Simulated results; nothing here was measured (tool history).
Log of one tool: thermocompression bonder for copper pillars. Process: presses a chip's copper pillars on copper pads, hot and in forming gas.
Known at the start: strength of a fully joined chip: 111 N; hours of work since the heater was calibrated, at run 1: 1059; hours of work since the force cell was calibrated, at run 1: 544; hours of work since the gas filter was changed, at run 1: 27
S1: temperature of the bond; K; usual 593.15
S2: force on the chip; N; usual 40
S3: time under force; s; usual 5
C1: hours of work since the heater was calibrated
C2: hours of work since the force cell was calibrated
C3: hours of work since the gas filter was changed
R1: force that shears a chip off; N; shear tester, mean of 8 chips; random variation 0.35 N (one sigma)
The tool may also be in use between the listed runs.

{"run": 1, "hour": 0.0, "S1": 593.15, "S2": 40, "S3": 5, "C1": 1059, "C2": 544, "C3": 27, "R1": 38.9}
{"run": 2, "hour": 23.2, "S1": 593.15, "S2": 40, "S3": 5, "C1": 1077, "C2": 561, "C3": 44, "R1": 38.7}
{"run": 3, "hour": 47.7, "S1": 593.15, "S2": 40, "S3": 14, "C1": 1095, "C2": 580, "C3": 63, "R1": 57}
{"run": 4, "hour": 84.7, "S1": 593.15, "S2": 40, "S3": 14, "C1": 1123, "C2": 608, "C3": 91, "R1": 57.3}
{"run": 5, "hour": 132.7, "S1": 593.15, "S2": 40, "S3": 14, "C1": 1159, "C2": 644, "C3": 127, "R1": 57}
{"run": 6, "hour": 165.3, "S1": 593.15, "S2": 40, "S3": 14, "C1": 1184, "C2": 668, "C3": 151, "R1": 56.8}
{"run": 7, "hour": 206.0, "S1": 593.15, "S2": 40, "S3": 5, "C1": 1214, "C2": 699, "C3": 182, "R1": 38.2}
{"run": 8, "hour": 228.4, "S1": 605.15, "S2": 40, "S3": 5, "C1": 1231, "C2": 716, "C3": 199, "R1": 43.6}
{"run": 9, "hour": 256.3, "S1": 605.15, "S2": 40, "S3": 5, "C1": 1252, "C2": 737, "C3": 220, "R1": 43.1}
{"run": 10, "hour": 283.5, "S1": 593.15, "S2": 40, "S3": 3, "C1": 1272, "C2": 757, "C3": 240, "R1": 31.3}
{"run": 11, "hour": 325.5, "S1": 593.15, "S2": 40, "S3": 3, "C1": 1304, "C2": 789, "C3": 272, "R1": 31.5}
{"run": 12, "hour": 352.3, "S1": 593.15, "S2": 40, "S3": 5, "C1": 1324, "C2": 809, "C3": 292, "R1": 39.1}
{"run": 13, "hour": 382.6, "S1": 593.15, "S2": 40, "S3": 5, "C1": 1347, "C2": 832, "C3": 315, "R1": 39.2}
{"run": 14, "hour": 414.0, "S1": 593.15, "S2": 40, "S3": 11, "C1": 1371, "C2": 855, "C3": 338, "R1": 52.1}
{"run": 15, "hour": 440.4, "S1": 593.15, "S2": 38, "S3": 5, "C1": 1390, "C2": 875, "C3": 358, "R1": 36.4}
{"run": 16, "hour": 467.0, "S1": 593.15, "S2": 38, "S3": 5, "C1": 1410, "C2": 895, "C3": 378, "R1": 37}
{"run": 17, "hour": 490.7, "S1": 593.15, "S2": 38, "S3": 5, "C1": 1428, "C2": 913, "C3": 396, "R1": 37.5}
{"run": 18, "hour": 519.3, "S1": 593.15, "S2": 38, "S3": 5, "C1": 1450, "C2": 934, "C3": 417, "R1": 36.9}
{"run": 19, "hour": 563.0, "S1": 593.15, "S2": 38, "S3": 5, "C1": 1483, "C2": 967, "C3": 450, "R1": 36.8}
{"hour": 576.8, "done": "heater calibrated with a thermocouple chip"}
{"run": 20, "hour": 609.2, "S1": 593.15, "S2": 40, "S3": 5, "C1": 24, "C2": 1000, "C3": 483, "R1": 39}
{"hour": 626.6, "done": "force cell calibrated"}
{"hour": 630.9, "done": "forming gas filter changed"}
{"run": 21, "hour": 643.7, "S1": 579.15, "S2": 46, "S3": 3, "C1": 49, "C2": 12, "C3": 10, "R1": 32.3}
{"run": 22, "hour": 682.5, "S1": 578.15, "S2": 46, "S3": 5, "C1": 78, "C2": 42, "C3": 39, "R1": 39.7}
{"run": 23, "hour": 709.6, "S1": 593.15, "S2": 33, "S3": 6, "C1": 98, "C2": 62, "C3": 59, "R1": 33.9}
{"run": 24, "hour": 747.5, "S1": 581.15, "S2": 25, "S3": 13, "C1": 127, "C2": 90, "C3": 88, "R1": 30.5}
{"run": 25, "hour": 773.2, "S1": 580.15, "S2": 43, "S3": 9, "C1": 146, "C2": 110, "C3": 107, "R1": 47.6}
{"run": 26, "hour": 817.5, "S1": 598.15, "S2": 49, "S3": 5, "C1": 179, "C2": 143, "C3": 140, "R1": 50.2}
{"run": 27, "hour": 863.9, "S1": 605.15, "S2": 49, "S3": 13, "C1": 214, "C2": 178, "C3": 175, "R1": 72.2}
{"run": 28, "hour": 898.1, "S1": 605.15, "S2": 49, "S3": 13, "C1": 240, "C2": 204, "C3": 201, "R1": 71.9}
{"run": 29, "hour": 944.5, "S1": 605.15, "S2": 49, "S3": 4, "C1": 275, "C2": 239, "C3": 236, "R1": 49.2}
{"run": 30, "hour": 990.4, "S1": 605.15, "S2": 49, "S3": 4, "C1": 309, "C2": 273, "C3": 270, "R1": 48.9}
{"run": 31, "hour": 1026.3, "S1": 607.15, "S2": 32, "S3": 5, "C1": 336, "C2": 300, "C3": 297, "R1": 33.6}
{"run": 32, "hour": 1067.4, "S1": 585.15, "S2": 55, "S3": 5, "C1": 367, "C2": 331, "C3": 328, "R1": 50.9}
{"run": 33, "hour": 1111.6, "S1": 610.15, "S2": 55, "S3": 12, "C1": 400, "C2": 364, "C3": 361, "R1": 79.6}
{"run": 34, "hour": 1138.1, "S1": 610.15, "S2": 55, "S3": 3, "C1": 420, "C2": 384, "C3": 381, "R1": 51.1}
{"run": 35, "hour": 1163.4, "S1": 610.15, "S2": 55, "S3": 3, "C1": 439, "C2": 403, "C3": 400, "R1": 51.3}
{"run": 36, "hour": 1192.8, "S1": 610.15, "S2": 55, "S3": 3, "C1": 462, "C2": 425, "C3": 422, "R1": 51.5}
{"run": 37, "hour": 1233.3, "S1": 622.15, "S2": 51, "S3": 5, "C1": 492, "C2": 456, "C3": 453, "R1": 62.4}
{"run": 38, "hour": 1274.4, "S1": 581.15, "S2": 57, "S3": 15, "C1": 523, "C2": 487, "C3": 484, "R1": 72.3}
{"hour": 1294.4, "done": "forming gas filter changed"}
{"run": 39, "hour": 1298.3, "S1": 593.15, "S2": 40, "S3": 7, "C1": 540, "C2": 504, "C3": 3, "R1": 44.3}
{"run": 40, "hour": 1322.3, "S1": 620.15, "S2": 30, "S3": 6, "C1": 558, "C2": 522, "C3": 21, "R1": 38.5}

Forecast each of these 4 alternatives for the next run:
{"run": "A", "hour": 1346.6, "S1": 620.15, "S2": 48, "S3": 7, "C1": 577, "C2": 540, "C3": 39, "R1": "?"}
{"run": "B", "hour": 1346.6, "S1": 591.15, "S2": 47, "S3": 6, "C1": 577, "C2": 540, "C3": 39, "R1": "?"}
{"run": "C", "hour": 1346.6, "S1": 614.15, "S2": 26, "S3": 6, "C1": 577, "C2": 540, "C3": 39, "R1": "?"}
{"run": "D", "hour": 1346.6, "S1": 620.15, "S2": 30, "S3": 11, "C1": 577, "C2": 540, "C3": 39, "R1": "?"}

run=A R1=65
run=B R1=49.2
run=C R1=30.6
run=D R1=47.2
Without the tool's hidden state the same runs would have given:
run=A R1=65.1
run=B R1=49.2
run=C R1=30.6
run=D R1=47.3
